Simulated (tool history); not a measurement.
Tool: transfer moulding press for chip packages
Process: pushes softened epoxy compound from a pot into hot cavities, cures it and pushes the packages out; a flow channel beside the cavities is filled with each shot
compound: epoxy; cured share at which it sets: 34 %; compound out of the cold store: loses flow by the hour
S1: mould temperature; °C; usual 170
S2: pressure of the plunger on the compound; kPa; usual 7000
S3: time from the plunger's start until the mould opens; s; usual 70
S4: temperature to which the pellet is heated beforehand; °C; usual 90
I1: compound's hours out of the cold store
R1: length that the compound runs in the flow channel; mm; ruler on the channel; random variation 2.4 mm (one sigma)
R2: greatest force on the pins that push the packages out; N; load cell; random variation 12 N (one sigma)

{"run": 1, "hour": 0.0, "S1": 170, "S2": 7000, "S3": 70, "S4": 90, "I1": 9.2, "R1": 628, "R2": 635}
{"run": 2, "hour": 3.7, "S1": 170, "S2": 7000, "S3": 70, "S4": 98, "I1": 44, "R1": 554, "R2": 528}
{"run": 3, "hour": 8.4, "S1": 170, "S2": 7000, "S3": 70, "S4": 98, "I1": 37.6, "R1": 563, "R2": 538}
{"run": 4, "hour": 15.3, "S1": 170, "S2": 7660, "S3": 70, "S4": 98, "I1": 25.9, "R1": 615, "R2": 557}
{"run": 5, "hour": 20.9, "S1": 170, "S2": 7660, "S3": 70, "S4": 98, "I1": 17.7, "R1": 631, "R2": 556}
{"run": 6, "hour": 26.5, "S1": 177, "S2": 7000, "S3": 70, "S4": 90, "I1": 30.8, "R1": 563, "R2": 374}
{"run": 7, "hour": 31.2, "S1": 177, "S2": 7000, "S3": 70, "S4": 90, "I1": 40.8, "R1": 538, "R2": 399}
{"run": 8, "hour": 38.7, "S1": 177, "S2": 7000, "S3": 70, "S4": 90, "I1": 37.2, "R1": 550, "R2": 400}
{"run": 9, "hour": 46.7, "S1": 170, "S2": 7000, "S3": 70, "S4": 90, "I1": 29.2, "R1": 580, "R2": 596}
{"hour": 51.0, "done": "plunger's sealing rings changed"}
{"hour": 54.3, "done": "cavities cleaned with cleaning compound and waxed"}
{"run": 10, "hour": 58.2, "S1": 170, "S2": 7000, "S3": 70, "S4": 90, "I1": 35.8, "R1": 570, "R2": 563}
{"run": 11, "hour": 66.9, "S1": 170, "S2": 7290, "S3": 70, "S4": 90, "I1": 41.3, "R1": 570, "R2": 600}
{"run": 12, "hour": 72.6, "S1": 170, "S2": 7560, "S3": 70, "S4": 90, "I1": 9.3, "R1": 644, "R2": 600}
{"run": 13, "hour": 78.5, "S1": 170, "S2": 7560, "S3": 70, "S4": 90, "I1": 35.5, "R1": 591, "R2": 564}
{"run": 14, "hour": 85.4, "S1": 170, "S2": 7560, "S3": 70, "S4": 90, "I1": 16.2, "R1": 632, "R2": 581}
{"run": 15, "hour": 90.3, "S1": 170, "S2": 7560, "S3": 70, "S4": 90, "I1": 17.2, "R1": 629, "R2": 609}
{"run": 16, "hour": 98.1, "S1": 163, "S2": 7110, "S3": 70, "S4": 90, "I1": 20.5, "R1": 627, "R2": 1030}
{"run": 17, "hour": 104.3, "S1": 166, "S2": 7780, "S3": 63, "S4": 88, "I1": 35.3, "R1": 614, "R2": 1030}
{"hour": 109.9, "done": "cavities cleaned with cleaning compound and waxed"}
{"run": 18, "hour": 113.8, "S1": 170, "S2": 7000, "S3": 60, "S4": 90, "I1": 13.7, "R1": 617, "R2": 942}
{"run": 19, "hour": 118.9, "S1": 170, "S2": 7000, "S3": 96, "S4": 85, "I1": 43.2, "R1": 559, "R2": 366}
{"run": 20, "hour": 123.0, "S1": 170, "S2": 7000, "S3": 70, "S4": 94, "I1": 24.2, "R1": 591, "R2": 574}
{"run": 21, "hour": 131.0, "S1": 170, "S2": 7000, "S3": 70, "S4": 94, "I1": 45.3, "R1": 555, "R2": 551}
{"run": 22, "hour": 137.1, "S1": 173, "S2": 7280, "S3": 70, "S4": 98, "I1": 43.4, "R1": 555, "R2": 450}
{"run": 23, "hour": 145.3, "S1": 175, "S2": 6000, "S3": 83, "S4": 100, "I1": 36.6, "R1": 518, "R2": 369}
{"run": 24, "hour": 152.8, "S1": 170, "S2": 5350, "S3": 108, "S4": 81, "I1": 21.3, "R1": 528, "R2": 355}
{"run": 25, "hour": 161.7, "S1": 170, "S2": 5350, "S3": 108, "S4": 81, "I1": 23.6, "R1": 518, "R2": 366}
{"hour": 165.4, "done": "cavities cleaned with cleaning compound and waxed"}
{"run": 26, "hour": 171.2, "S1": 175, "S2": 7000, "S3": 81, "S4": 90, "I1": 33.6, "R1": 561, "R2": 381}
{"run": 27, "hour": 178.5, "S1": 170, "S2": 6320, "S3": 92, "S4": 96, "I1": 39.5, "R1": 532, "R2": 381}
{"run": 28, "hour": 186.6, "S1": 170, "S2": 7680, "S3": 91, "S4": 86, "I1": 26.1, "R1": 619, "R2": 391}

3 ways to go on from here, each from the tool as it stands after run 28. What would each give?
{"run": "A", "hour": 193.3, "S1": 177, "S2": 5550, "S3": 91, "S4": 81, "I1": 21.3, "R1": "?", "R2": "?"}
{"run": "B", "hour": 193.3, "S1": 177, "S2": 7680, "S3": 109, "S4": 85, "I1": 18.7, "R1": "?", "R2": "?"}
{"run": "C", "hour": 193.3, "S1": 165, "S2": 7680, "S3": 91, "S4": 81, "I1": 37.9, "R1": "?", "R2": "?"}

run=A R1=520 R2=354
run=B R1=620 R2=345
run=C R1=607 R2=472
Without the tool's hidden state the same runs would have given:
run=A R1=520 R2=352
run=B R1=620 R2=343
run=C R1=607 R2=469
